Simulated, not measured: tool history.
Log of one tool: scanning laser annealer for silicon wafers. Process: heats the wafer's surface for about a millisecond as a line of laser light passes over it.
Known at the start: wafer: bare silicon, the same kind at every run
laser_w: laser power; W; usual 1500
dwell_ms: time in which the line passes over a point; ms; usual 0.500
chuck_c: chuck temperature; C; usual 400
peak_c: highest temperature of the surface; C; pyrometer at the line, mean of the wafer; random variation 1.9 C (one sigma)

| run | day | laser_w | dwell_ms | chuck_c | peak_c |
|---|---|---|---|---|---|
| 1 | 0.000 | 1500 | 0.500 | 400 | 1193 |
| 2 | 0.288 | 1500 | 0.500 | 400 | 1197 |
| 3 | 0.646 | 1500 | 0.500 | 400 | 1197 |
| 4 | 1.025 | 1500 | 0.500 | 400 | 1198 |
| 5 | 1.271 | 1500 | 0.500 | 400 | 1196 |
| 6 | 1.638 | 1500 | 0.500 | 400 | 1196 |
| 7 | 2.021 | 1309 | 0.500 | 400 | 1096 |
| 8 | 2.371 | 1309 | 0.529 | 400 | 1118 |
| 9 | 2.721 | 1309 | 0.529 | 400 | 1117 |
| 10 | 2.904 | 1500 | 0.500 | 400 | 1193 |
| 11 | 3.200 | 1500 | 0.500 | 400 | 1194 |
| 12 | 3.483 | 1500 | 0.500 | 400 | 1194 |
| 13 | 3.812 | 1500 | 0.500 | 400 | 1194 |
| 14 | 4.088 | 1539 | 0.374 | 408 | 1110 |
| 15 | 4.338 | 1490 | 0.504 | 409 | 1204 |
| 16 | 4.546 | 1437 | 0.377 | 409 | 1071 |
| 17 | 4.833 | 1536 | 0.368 | 400 | 1097 |
| 18 | 5.246 | 1536 | 0.368 | 400 | 1093 |
| 19 | 5.475 | 1536 | 0.462 | 377 | 1157 |
| 20 | 5.817 | 1596 | 0.552 | 409 | 1298 |
| 21 | 6.033 | 1562 | 0.562 | 409 | 1286 |

4 ways to go on from here, each from the tool as it stands after run 21. What would each give?
| A | 6.262 | 1500 | 0.478 | 412 | ? |
| B | 6.262 | 1580 | 0.595 | 371 | ? |
| C | 6.262 | 1497 | 0.562 | 383 | ? |
| D | 6.262 | 1507 | 0.500 | 420 | ? |

| run | peak_c |
|---|---|
| A | 1190 |
| B | 1284 |
| C | 1225 |
| D | 1215 |
Without the tool's hidden state the same runs would have given:
| run | peak_c |
|---|---|
| A | 1202 |
| B | 1298 |
| C | 1238 |
| D | 1228 |
